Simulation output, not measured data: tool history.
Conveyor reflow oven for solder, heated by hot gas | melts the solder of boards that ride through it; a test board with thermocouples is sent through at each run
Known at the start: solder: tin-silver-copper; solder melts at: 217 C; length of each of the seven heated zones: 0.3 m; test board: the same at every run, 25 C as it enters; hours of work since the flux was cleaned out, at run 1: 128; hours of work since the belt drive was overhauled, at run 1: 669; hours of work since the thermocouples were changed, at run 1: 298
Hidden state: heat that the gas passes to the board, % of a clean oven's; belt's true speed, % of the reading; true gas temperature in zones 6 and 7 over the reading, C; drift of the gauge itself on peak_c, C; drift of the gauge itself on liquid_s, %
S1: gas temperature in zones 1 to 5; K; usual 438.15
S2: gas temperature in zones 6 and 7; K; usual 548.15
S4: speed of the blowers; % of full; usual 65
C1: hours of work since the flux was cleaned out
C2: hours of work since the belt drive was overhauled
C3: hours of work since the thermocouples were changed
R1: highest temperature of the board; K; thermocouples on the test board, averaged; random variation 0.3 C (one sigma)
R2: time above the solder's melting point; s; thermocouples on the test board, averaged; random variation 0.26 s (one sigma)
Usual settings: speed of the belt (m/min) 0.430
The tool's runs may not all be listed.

run 1 day=0.000 | S1=438.15 S2=548.15 speed_of_the_belt_(m/min)=0.430 S4=65 | C1=128 C2=669 C3=298 | R1=527.35 R2=61.0
run 2 day=0.638 | S1=438.15 S2=548.15 speed_of_the_belt_(m/min)=0.430 S4=65 | C1=137 C2=678 C3=307 | R1=527.85 R2=60.6
run 3 day=1.279 | S1=438.15 S2=548.15 speed_of_the_belt_(m/min)=0.430 S4=65 | C1=146 C2=687 C3=317 | R1=526.85 R2=60.6
run 4 day=1.688 | S1=438.15 S2=548.15 speed_of_the_belt_(m/min)=0.371 S4=65 | C1=152 C2=693 C3=322 | R1=532.55 R2=76.5
run 5 day=2.458 | S1=438.15 S2=548.15 speed_of_the_belt_(m/min)=0.371 S4=65 | C1=163 C2=704 C3=334 | R1=532.75 R2=76.3
run 6 day=3.188 | S1=438.15 S2=548.15 speed_of_the_belt_(m/min)=0.430 S4=64 | C1=173 C2=714 C3=344 | R1=526.45 R2=60.5
run 7 day=3.929 | S1=438.15 S2=548.15 speed_of_the_belt_(m/min)=0.430 S4=64 | C1=184 C2=725 C3=355 | R1=526.45 R2=60.1
run 8 day=4.467 | S1=438.15 S2=548.15 speed_of_the_belt_(m/min)=0.430 S4=64 | C1=192 C2=733 C3=362 | R1=526.55 R2=60.4
run 9 day=5.092 | S1=447.15 S2=548.15 speed_of_the_belt_(m/min)=0.430 S4=65 | C1=201 C2=742 C3=371 | R1=528.55 R2=65.2
run 10 day=5.938 | S1=447.15 S2=548.15 speed_of_the_belt_(m/min)=0.430 S4=65 | C1=213 C2=754 C3=383 | R1=528.95 R2=65.5
run 11 day=6.396 | S1=447.15 S2=548.15 speed_of_the_belt_(m/min)=0.494 S4=65 | C1=219 C2=760 C3=390 | R1=522.75 R2=51.7
run 12 day=7.217 | S1=447.15 S2=548.15 speed_of_the_belt_(m/min)=0.494 S4=65 | C1=231 C2=772 C3=402 | R1=523.35 R2=51.6
run 13 day=7.988 | S1=447.15 S2=548.15 speed_of_the_belt_(m/min)=0.494 S4=65 | C1=242 C2=783 C3=413 | R1=522.75 R2=51.6
run 14 day=8.600 | S1=426.15 S2=537.15 speed_of_the_belt_(m/min)=0.430 S4=65 | C1=251 C2=792 C3=422 | R1=515.25 R2=45.3
-- day=9.404 flux residue cleaned out of gas plates and filters
run 15 day=9.638 | S1=438.15 S2=548.15 speed_of_the_belt_(m/min)=0.430 S4=84 | C1=3 C2=804 C3=433 | R1=534.75 R2=67.7
run 16 day=10.425 | S1=438.15 S2=548.15 speed_of_the_belt_(m/min)=0.430 S4=84 | C1=15 C2=815 C3=445 | R1=534.75 R2=67.9
run 17 day=11.333 | S1=425.15 S2=546.15 speed_of_the_belt_(m/min)=0.394 S4=72 | C1=28 C2=828 C3=458 | R1=530.45 R2=67.0
run 18 day=11.925 | S1=425.15 S2=546.15 speed_of_the_belt_(m/min)=0.394 S4=72 | C1=36 C2=837 C3=466 | R1=530.35 R2=66.6
run 19 day=12.488 | S1=439.15 S2=540.15 speed_of_the_belt_(m/min)=0.402 S4=66 | C1=44 C2=845 C3=474 | R1=524.85 R2=64.4
run 20 day=13.092 | S1=428.15 S2=557.15 speed_of_the_belt_(m/min)=0.430 S4=65 | C1=53 C2=853 C3=483 | R1=535.05 R2=63.1

5 ways to go on from here, each from the tool as it stands after run 20. What would each give?
run A day=13.967 | S1=438.15 S2=557.15 speed_of_the_belt_(m/min)=0.430 S4=63 | C1=65 C2=866 C3=495 | R1=? R2=?
run B day=13.967 | S1=428.15 S2=557.15 speed_of_the_belt_(m/min)=0.430 S4=87 | C1=65 C2=866 C3=495 | R1=? R2=?
run C day=13.967 | S1=432.15 S2=548.15 speed_of_the_belt_(m/min)=0.341 S4=75 | C1=65 C2=866 C3=495 | R1=? R2=?
run D day=13.967 | S1=428.15 S2=557.15 speed_of_the_belt_(m/min)=0.394 S4=65 | C1=65 C2=866 C3=495 | R1=? R2=?
run E day=13.967 | S1=428.15 S2=557.15 speed_of_the_belt_(m/min)=0.442 S4=64 | C1=65 C2=866 C3=495 | R1=? R2=?

run=A R1=535.45 R2=66.7
run=B R1=542.65 R2=68.9
run=C R1=538.05 R2=87.6
run=D R1=537.95 R2=72.4
run=E R1=532.75 R2=60.5
Without the tool's hidden state the same runs would have given:
run=A R1=533.75 R2=64.1
run=B R1=541.15 R2=66.5
run=C R1=536.45 R2=84.6
run=D R1=536.25 R2=69.7
run=E R1=531.05 R2=57.9
